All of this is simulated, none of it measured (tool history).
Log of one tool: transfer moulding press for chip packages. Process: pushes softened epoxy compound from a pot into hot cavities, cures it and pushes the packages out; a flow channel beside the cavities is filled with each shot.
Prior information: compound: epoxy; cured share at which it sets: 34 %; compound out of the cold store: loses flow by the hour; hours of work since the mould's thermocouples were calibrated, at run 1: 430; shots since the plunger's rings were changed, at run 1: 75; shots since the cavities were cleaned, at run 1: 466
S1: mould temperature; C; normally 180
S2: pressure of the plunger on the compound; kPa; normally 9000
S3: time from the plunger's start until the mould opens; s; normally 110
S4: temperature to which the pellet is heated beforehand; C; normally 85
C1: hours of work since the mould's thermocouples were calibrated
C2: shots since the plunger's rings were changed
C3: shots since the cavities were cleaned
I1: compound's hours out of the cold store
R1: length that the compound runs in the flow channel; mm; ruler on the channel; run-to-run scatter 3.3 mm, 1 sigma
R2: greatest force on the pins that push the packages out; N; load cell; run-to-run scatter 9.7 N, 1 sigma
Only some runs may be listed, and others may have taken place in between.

run,hour,S1,S2,S3,S4,C1,C2,C3,I1,R1,R2
1,0.0,180,9000,110,85,430,75,466,35.3,591,413
# hour 29.8: cavities cleaned with cleaning compound and waxed
2,50.6,180,9000,110,85,468,664,249,30.4,600,413
3,80.1,180,9000,123,85,490,1018,603,9.2,673,416
# hour 102.5: cavities cleaned with cleaning compound and waxed
4,116.1,180,9000,123,85,516,1431,163,33.2,597,388
5,148.8,180,9000,123,85,542,1823,555,24.7,624,416
# hour 172.5: cavities cleaned with cleaning compound and waxed
6,196.8,180,9000,123,85,577,2381,291,37.3,580,403
# hour 240.2: cavities cleaned with cleaning compound and waxed
7,253.1,180,9000,123,85,619,3039,155,41.6,566,396
8,303.1,180,9000,123,85,657,3638,754,39.6,573,400
# hour 309.0: cavities cleaned with cleaning compound and waxed
# hour 319.9: plunger's sealing rings changed
9,358.4,180,9000,123,85,697,461,563,13.7,655,419
# hour 379.4: cavities cleaned with cleaning compound and waxed
10,388.8,180,9000,123,85,719,808,113,34.7,589,392
# hour 446.5: cavities cleaned with cleaning compound and waxed
11,448.8,180,9000,110,85,764,1510,28,14.5,656,443
# hour 471.5: mould's thermocouples calibrated
12,506.3,180,9000,110,85,27,2175,693,11.0,666,440
# hour 518.3: cavities cleaned with cleaning compound and waxed
13,576.4,180,9000,110,85,79,2997,696,40.0,572,421
# hour 587.4: cavities cleaned with cleaning compound and waxed
14,609.0,181,9000,110,85,103,3371,260,42.9,569,402
# hour 644.6: plunger's sealing rings changed
15,645.1,185,9000,101,85,129,7,663,34.6,582,430
# hour 658.5: cavities cleaned with cleaning compound and waxed
16,692.3,185,9000,101,85,164,555,406,18.3,636,408
# hour 726.5: cavities cleaned with cleaning compound and waxed
17,743.6,185,9000,101,85,202,1152,205,16.0,645,434
18,785.9,175,7770,101,91,234,1659,712,8.8,633,683
# hour 793.8: cavities cleaned with cleaning compound and waxed
19,848.5,175,7770,149,90,281,2392,656,46.9,518,388
# hour 862.9: cavities cleaned with cleaning compound and waxed
20,917.0,187,9360,110,85,332,3196,649,30.3,608,386
# hour 931.3: cavities cleaned with cleaning compound and waxed
# hour 970.1: plunger's sealing rings changed
21,979.0,180,8700,99,85,377,107,542,22.1,617,490
# hour 1002.0: cavities cleaned with cleaning compound and waxed
22,1018.6,180,10740,99,81,406,565,200,39.6,632,482
# hour 1070.3: cavities cleaned with cleaning compound and waxed
23,1070.3,179,9830,103,81,444,1166,0,44.8,585,488
24,1104.9,179,7040,112,81,471,1581,415,37.2,515,459
# hour 1140.0: cavities cleaned with cleaning compound and waxed
25,1157.1,179,8300,145,75,510,2189,205,12.9,645,400
# hour 1209.0: cavities cleaned with cleaning compound and waxed
26,1209.0,179,8300,145,75,548,2794,0,21.4,613,376

5 options for the next run, each taken on its own from the tool as it stands now. Forecast them:
A,1253.0,184,9000,110,85,582,3322,528,39.9,?,?
B,1253.0,187,9000,110,85,582,3322,528,39.2,?,?
C,1253.0,180,9000,110,91,582,3322,528,32.2,?,?
D,1253.0,180,9790,110,75,582,3322,528,47.4,?,?
E,1253.0,180,9000,110,90,582,3322,528,16.9,?,?

run,R1,R2
A,570,412
B,571,394
C,598,424
D,581,440
E,645,426
Had the tool no hidden state, the same runs would have come out as:
run,R1,R2
A,570,407
B,572,390
C,599,419
D,582,436
E,645,422
